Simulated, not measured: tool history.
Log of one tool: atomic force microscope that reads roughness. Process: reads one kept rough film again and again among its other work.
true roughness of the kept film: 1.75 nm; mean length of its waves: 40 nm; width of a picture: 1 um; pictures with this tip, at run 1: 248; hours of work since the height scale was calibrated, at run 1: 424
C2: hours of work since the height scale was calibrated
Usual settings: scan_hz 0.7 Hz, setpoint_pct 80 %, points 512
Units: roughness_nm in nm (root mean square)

{"run": 1, "hour": 0.0, "scan_hz": 0.7, "setpoint_pct": 80, "points": 512, "pictures with this tip": 248, "C2": 424, "roughness_nm": 1.556}
{"hour": 19.3, "done": "new tip fitted"}
{"run": 2, "hour": 43.1, "scan_hz": 0.7, "setpoint_pct": 80, "points": 512, "pictures with this tip": 35, "C2": 456, "roughness_nm": 1.59}
{"run": 3, "hour": 80.8, "scan_hz": 0.7, "setpoint_pct": 80, "points": 512, "pictures with this tip": 92, "C2": 483, "roughness_nm": 1.584}
{"run": 4, "hour": 135.0, "scan_hz": 0.7, "setpoint_pct": 80, "points": 512, "pictures with this tip": 173, "C2": 524, "roughness_nm": 1.572}
{"run": 5, "hour": 161.9, "scan_hz": 0.7, "setpoint_pct": 80, "points": 512, "pictures with this tip": 213, "C2": 544, "roughness_nm": 1.568}
{"run": 6, "hour": 200.6, "scan_hz": 0.7, "setpoint_pct": 80, "points": 512, "pictures with this tip": 271, "C2": 572, "roughness_nm": 1.552}
{"hour": 205.4, "done": "new tip fitted"}
{"run": 7, "hour": 241.8, "scan_hz": 0.7, "setpoint_pct": 80, "points": 512, "pictures with this tip": 54, "C2": 602, "roughness_nm": 1.589}
{"run": 8, "hour": 293.3, "scan_hz": 1.03, "setpoint_pct": 80, "points": 512, "pictures with this tip": 131, "C2": 640, "roughness_nm": 1.517}
{"run": 9, "hour": 344.9, "scan_hz": 0.7, "setpoint_pct": 55, "points": 512, "pictures with this tip": 209, "C2": 679, "roughness_nm": 1.631}
{"run": 10, "hour": 375.6, "scan_hz": 0.7, "setpoint_pct": 55, "points": 512, "pictures with this tip": 255, "C2": 701, "roughness_nm": 1.644}
{"hour": 390.9, "done": "new tip fitted"}
{"run": 11, "hour": 431.8, "scan_hz": 0.7, "setpoint_pct": 55, "points": 512, "pictures with this tip": 61, "C2": 743, "roughness_nm": 1.661}
{"run": 12, "hour": 481.1, "scan_hz": 0.7, "setpoint_pct": 80, "points": 512, "pictures with this tip": 135, "C2": 779, "roughness_nm": 1.569}
{"run": 13, "hour": 541.9, "scan_hz": 0.7, "setpoint_pct": 80, "points": 512, "pictures with this tip": 226, "C2": 824, "roughness_nm": 1.557}
{"hour": 576.8, "done": "new tip fitted"}
{"run": 14, "hour": 595.6, "scan_hz": 0.7, "setpoint_pct": 80, "points": 512, "pictures with this tip": 28, "C2": 863, "roughness_nm": 1.584}
{"run": 15, "hour": 643.6, "scan_hz": 2.112, "setpoint_pct": 80, "points": 512, "pictures with this tip": 100, "C2": 899, "roughness_nm": 1.392}
{"run": 16, "hour": 685.5, "scan_hz": 2.112, "setpoint_pct": 80, "points": 512, "pictures with this tip": 162, "C2": 930, "roughness_nm": 1.379}
{"run": 17, "hour": 728.5, "scan_hz": 2.112, "setpoint_pct": 80, "points": 512, "pictures with this tip": 227, "C2": 962, "roughness_nm": 1.373}
{"hour": 764.3, "done": "new tip fitted"}
{"run": 18, "hour": 768.2, "scan_hz": 0.911, "setpoint_pct": 67, "points": 799, "pictures with this tip": 6, "C2": 991, "roughness_nm": 1.631}
{"run": 19, "hour": 813.9, "scan_hz": 0.541, "setpoint_pct": 85, "points": 726, "pictures with this tip": 74, "C2": 1025, "roughness_nm": 1.587}
{"run": 20, "hour": 851.2, "scan_hz": 0.541, "setpoint_pct": 81, "points": 942, "pictures with this tip": 130, "C2": 1052, "roughness_nm": 1.589}
{"run": 21, "hour": 891.8, "scan_hz": 0.932, "setpoint_pct": 60, "points": 942, "pictures with this tip": 191, "C2": 1082, "roughness_nm": 1.62}
{"hour": 950.3, "done": "new tip fitted"}
{"run": 22, "hour": 954.1, "scan_hz": 1.648, "setpoint_pct": 59, "points": 272, "pictures with this tip": 5, "C2": 1128, "roughness_nm": 1.604}
{"run": 23, "hour": 992.5, "scan_hz": 0.962, "setpoint_pct": 85, "points": 345, "pictures with this tip": 63, "C2": 1157, "roughness_nm": 1.504}
{"run": 24, "hour": 1041.7, "scan_hz": 0.962, "setpoint_pct": 57, "points": 345, "pictures with this tip": 137, "C2": 1193, "roughness_nm": 1.648}
{"run": 25, "hour": 1079.7, "scan_hz": 0.962, "setpoint_pct": 57, "points": 345, "pictures with this tip": 194, "C2": 1221, "roughness_nm": 1.617}
{"run": 26, "hour": 1115.3, "scan_hz": 2.515, "setpoint_pct": 68, "points": 314, "pictures with this tip": 247, "C2": 1247, "roughness_nm": 1.467}
{"hour": 1137.2, "done": "new tip fitted"}
{"run": 27, "hour": 1153.9, "scan_hz": 2.515, "setpoint_pct": 68, "points": 314, "pictures with this tip": 25, "C2": 1276, "roughness_nm": 1.494}
{"run": 28, "hour": 1203.9, "scan_hz": 1.261, "setpoint_pct": 80, "points": 328, "pictures with this tip": 100, "C2": 1313, "roughness_nm": 1.482}
{"run": 29, "hour": 1242.7, "scan_hz": 0.7, "setpoint_pct": 80, "points": 766, "pictures with this tip": 158, "C2": 1341, "roughness_nm": 1.573}
{"run": 30, "hour": 1307.0, "scan_hz": 3.529, "setpoint_pct": 58, "points": 747, "pictures with this tip": 254, "C2": 1389, "roughness_nm": 1.514}
{"hour": 1323.5, "done": "new tip fitted"}
{"run": 31, "hour": 1370.8, "scan_hz": 1.46, "setpoint_pct": 73, "points": 724, "pictures with this tip": 71, "C2": 1436, "roughness_nm": 1.53}

Forecast each of these 5 alternatives for the next run:
{"run": "A", "hour": 1422.9, "scan_hz": 0.852, "setpoint_pct": 70, "points": 678, "pictures with this tip": 149, "C2": 1474, "roughness_nm": "?"}
{"run": "B", "hour": 1422.9, "scan_hz": 3.42, "setpoint_pct": 62, "points": 724, "pictures with this tip": 149, "C2": 1474, "roughness_nm": "?"}
{"run": "C", "hour": 1422.9, "scan_hz": 0.509, "setpoint_pct": 63, "points": 512, "pictures with this tip": 149, "C2": 1474, "roughness_nm": "?"}
{"run": "D", "hour": 1422.9, "scan_hz": 0.858, "setpoint_pct": 59, "points": 853, "pictures with this tip": 149, "C2": 1474, "roughness_nm": "?"}
{"run": "E", "hour": 1422.9, "scan_hz": 1.421, "setpoint_pct": 80, "points": 360, "pictures with this tip": 149, "C2": 1474, "roughness_nm": "?"}

run=A roughness_nm=1.588
run=B roughness_nm=1.5
run=C roughness_nm=1.632
run=D roughness_nm=1.636
run=E roughness_nm=1.451
Without the tool's hidden state the same runs would have given:
run=A roughness_nm=1.633
run=B roughness_nm=1.542
run=C roughness_nm=1.678
run=D roughness_nm=1.682
run=E roughness_nm=1.492
